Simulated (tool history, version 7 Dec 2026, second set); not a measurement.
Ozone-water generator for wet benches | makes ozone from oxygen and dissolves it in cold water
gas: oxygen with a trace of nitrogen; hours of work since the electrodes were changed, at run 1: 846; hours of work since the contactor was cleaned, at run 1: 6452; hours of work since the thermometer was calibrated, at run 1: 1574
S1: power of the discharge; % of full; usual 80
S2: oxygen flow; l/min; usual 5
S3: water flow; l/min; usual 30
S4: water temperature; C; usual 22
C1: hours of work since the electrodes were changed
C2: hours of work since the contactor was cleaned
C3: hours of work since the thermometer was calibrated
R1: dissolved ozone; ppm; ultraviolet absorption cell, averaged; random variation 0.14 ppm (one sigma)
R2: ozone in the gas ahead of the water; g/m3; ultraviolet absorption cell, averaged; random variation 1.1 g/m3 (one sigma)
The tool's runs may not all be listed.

Run 1, hour 0: usual settings; C1 846; C2 6452; C3 1574. Result: R1 16.8 ppm, R2 195.3 g/m3.
Run 2, hour 19.1: usual settings but S4 26 C; C1 860; C2 6466; C3 1587. Result: R1 16 ppm, R2 195.4 g/m3.
Run 3, hour 55.2: usual settings but S4 26 C; C1 885; C2 6491; C3 1613. Result: R1 15.8 ppm, R2 196 g/m3.
Run 4, hour 73.3: usual settings but S4 26 C; C1 898; C2 6504; C3 1626. Result: R1 15.8 ppm, R2 194 g/m3.
Run 5, hour 94.3: usual settings but S4 26 C; C1 913; C2 6519; C3 1641. Result: R1 15.6 ppm, R2 195.6 g/m3.
Run 6, hour 113.4: usual settings but S2 8.6 l/min, S4 26 C; C1 926; C2 6532; C3 1654. Result: R1 14.5 ppm, R2 135.9 g/m3.
Run 7, hour 136.8: usual settings but S2 8.6 l/min, S4 26 C; C1 943; C2 6549; C3 1671. Result: R1 14.6 ppm, R2 134.8 g/m3.
Run 8, hour 172.3: usual settings but S4 19 C; C1 968; C2 6574; C3 1696. Result: R1 17.2 ppm, R2 196.1 g/m3.
Run 9, hour 209.5: usual settings but S3 37 l/min; C1 994; C2 6600; C3 1722. Result: R1 14 ppm, R2 194.4 g/m3.
Run 10, hour 237.8: usual settings but S2 2.72 l/min; C1 1014; C2 6620; C3 1742. Result: R1 16.5 ppm, R2 290.6 g/m3.
Run 11, hour 259.2: usual settings but S4 14 C; C1 1029; C2 6635; C3 1757. Result: R1 17.8 ppm, R2 195 g/m3.
Run 12, hour 295.5: usual settings; C1 1055; C2 6661; C3 1783. Result: R1 16.4 ppm, R2 194.1 g/m3.
Run 13, hour 315.8: usual settings; C1 1069; C2 6675; C3 1797. Result: R1 16.5 ppm, R2 193.4 g/m3.
Run 14, hour 351.6: usual settings but S2 8.98 l/min; C1 1095; C2 6701; C3 1823. Result: R1 15.5 ppm, R2 132.2 g/m3.
Run 15, hour 385.4: usual settings but S2 2.53 l/min; C1 1118; C2 6725; C3 1846. Result: R1 16.2 ppm, R2 306 g/m3.
Run 16, hour 420.1: usual settings but S3 41 l/min; C1 1143; C2 6749; C3 1871. Result: R1 12.4 ppm, R2 195.7 g/m3.
Run 17, hour 449.4: usual settings but S3 41 l/min; C1 1164; C2 6770; C3 1892. Result: R1 12.7 ppm, R2 195 g/m3.
Run 18, hour 489.4: usual settings but S2 3.28 l/min, S3 35 l/min; C1 1192; C2 6798; C3 1920. Result: R1 14.4 ppm, R2 257.5 g/m3.

Run 19 comes next. What will it give?
Run 19, hour 512.9: usual settings but S2 3.28 l/min, S3 35 l/min; C1 1209; C2 6815; C3 1937. Result: R1 ?, R2 ?.

R1: 14.3 ppm
R2: 256.7 g/m3
Without the tool's hidden state the same run would have given R1 14.3 ppm, R2 256.8 g/m3.
